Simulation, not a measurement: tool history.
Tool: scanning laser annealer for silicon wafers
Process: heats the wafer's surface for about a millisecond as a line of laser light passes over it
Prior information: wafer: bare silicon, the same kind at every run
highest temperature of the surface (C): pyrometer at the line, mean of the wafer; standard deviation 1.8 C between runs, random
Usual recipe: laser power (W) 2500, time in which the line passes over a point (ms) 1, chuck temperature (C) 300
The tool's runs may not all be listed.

run,hour,laser power (W),time in which the line passes over a point (ms),chuck temperature (C),highest temperature of the surface (C)
1,0,2500,1,300,996
2,9.8,2500,1,300,994
3,15.9,2379,1,300,963
4,26,2379,1,300,954
5,36.6,2379,1,300,963
6,46.8,2500,1,300,994
7,53.4,2500,1,300,992
8,65.4,2500,1,300,991
9,71,2500,1,270,963
10,78.2,2500,1,270,961
11,91.7,2500,1,270,962
12,98.3,2500,1,270,963
13,104.5,2500,1,270,961
14,113,2500,1,263,956
15,121.7,2500,1,309,999
16,130.9,2500,1,309,998
17,144.1,2500,1,309,996
# hour 147.8: laser's power meter calibrated
18,153.7,2500,1,309,999
19,160.2,2500,1,309,998
20,170.5,2500,1,309,994
21,183.8,2155,0.79,319,847
22,196.9,2155,0.79,319,847
23,204.9,2144,1.16,268,897
24,210.4,2144,1.16,268,897
# hour 221.3: laser's power meter calibrated, once more
25,222,2144,1.16,268,898
26,228.9,2144,1.16,268,894
27,236.2,2144,1.16,268,896
28,243.7,2560,1,300,1001
29,257,2560,1,300,1000

Estimate the outcome of run 30 from the log above:
30,269.5,2277,0.89,320,?

{"run 30": {"highest temperature of the surface (C)": 907}}
Had the tool carried no hidden state, the very same run would have given highest temperature of the surface (C) 922.
